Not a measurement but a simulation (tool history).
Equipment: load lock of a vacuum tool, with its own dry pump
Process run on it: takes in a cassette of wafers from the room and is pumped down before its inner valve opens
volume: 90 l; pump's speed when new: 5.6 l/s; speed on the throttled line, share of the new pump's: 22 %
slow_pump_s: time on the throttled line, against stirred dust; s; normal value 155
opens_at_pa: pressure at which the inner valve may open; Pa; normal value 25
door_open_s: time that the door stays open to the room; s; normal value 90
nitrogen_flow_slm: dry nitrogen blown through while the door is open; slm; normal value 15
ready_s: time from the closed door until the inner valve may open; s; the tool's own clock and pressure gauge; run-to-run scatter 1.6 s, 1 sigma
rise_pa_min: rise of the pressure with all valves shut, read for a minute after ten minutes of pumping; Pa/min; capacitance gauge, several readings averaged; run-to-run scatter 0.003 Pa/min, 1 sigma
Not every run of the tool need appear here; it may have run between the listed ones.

run,hour,slow_pump_s,opens_at_pa,door_open_s,nitrogen_flow_slm,"incoming humidity of the room's air, %",ready_s,rise_pa_min
1,0,155,25,90,15,49.4,259.2,0.081
2,394.1,155,25,90,15,44.8,260.7,0.081
3,810.6,155,25,90,15,42.9,265.4,0.092
4,1064.1,155,25,90,15,43.8,262.3,0.092
5,1336.1,155,25,90,15,44.2,266.3,0.106
6,1647.1,155,25,90,15,41.5,263.3,0.108
7,1986.6,155,25,90,15,46.9,267.4,0.116
8,2299.6,155,25,90,15,48.1,263.5,0.128
9,2507.5,155,25,90,15,42.8,269.4,0.126
10,2723.6,155,25,90,15,47.8,266.4,0.135
11,3088.3,291,25,90,15,43.8,369.8,0.143
12,3494.1,291,25,90,15,46.5,372.5,0.16
13,3720.7,265,25,90,15,45.1,353,0.155
14,4044,265,25,90,15,44.4,353.2,0.162
15,4313.3,265,25,53,15,45.4,354.8,0.168
16,4771.2,265,25,53,15,46.5,354.5,0.183
17,5077.7,155,25,90,15,45.9,274.6,0.2
18,5482.9,155,25,90,15,43.6,272.1,0.204
19,5761.2,155,25,90,15,45.8,275.3,0.217
20,6226.4,172,25,87,15,44.7,291.2,0.23
21,6488.1,172,48,87,45,42.9,274.1,0.234
22,6806.6,93,48,87,45,42.5,222.3,0.244
23,7164.7,169,36,62,26,41.9,282.9,0.253
24,7551.5,155,36,90,13,46.5,273.4,0.278
25,7804.5,155,35,90,13,45.5,273.7,0.29
26,8219.6,155,25,49,5,43.1,284.6,0.306
27,8559.4,155,25,90,5,45.7,281.5,0.324
28,8823.6,155,25,90,31,45.2,286.3,0.321
29,9138.4,146,22,49,9,46.2,283.3,0.331
30,9416.7,155,25,87,16,44,288.5,0.348
31,9695.8,155,25,108,31,46.8,287.5,0.352
32,10030.2,155,25,108,31,46.1,290,0.358
33,10440.1,139,23,192,32,47.2,283.1,0.386
34,10723.2,139,23,109,41,45.8,279.5,0.395
35,10995.9,240,23,109,41,44.5,355.7,0.396
# hour 11133: dry pump taken out, an overhauled one fitted
36,11354.6,81,25,90,15,47.1,198.7,0.427
37,11701.3,155,48,90,5,43,245.3,0.454
# hour 12008.1: door's seal changed, seat wiped
38,12049.5,155,48,90,5,43.2,245.8,0.031

Forecast each of these 3 alternatives for the next run:
A,12244.1,79,48,90,12,45.8,?,?
B,12244.1,155,22,90,5,46.4,?,?
C,12244.1,162,34,90,5,46,?,?

run,ready_s,rise_pa_min
A,185.5,0.028
B,259.9,0.029
C,258.6,0.037
With no hidden state in the tool, these same runs would have given:
run,ready_s,rise_pa_min
A,183.2,0.026
B,257.7,0.027
C,256.5,0.035
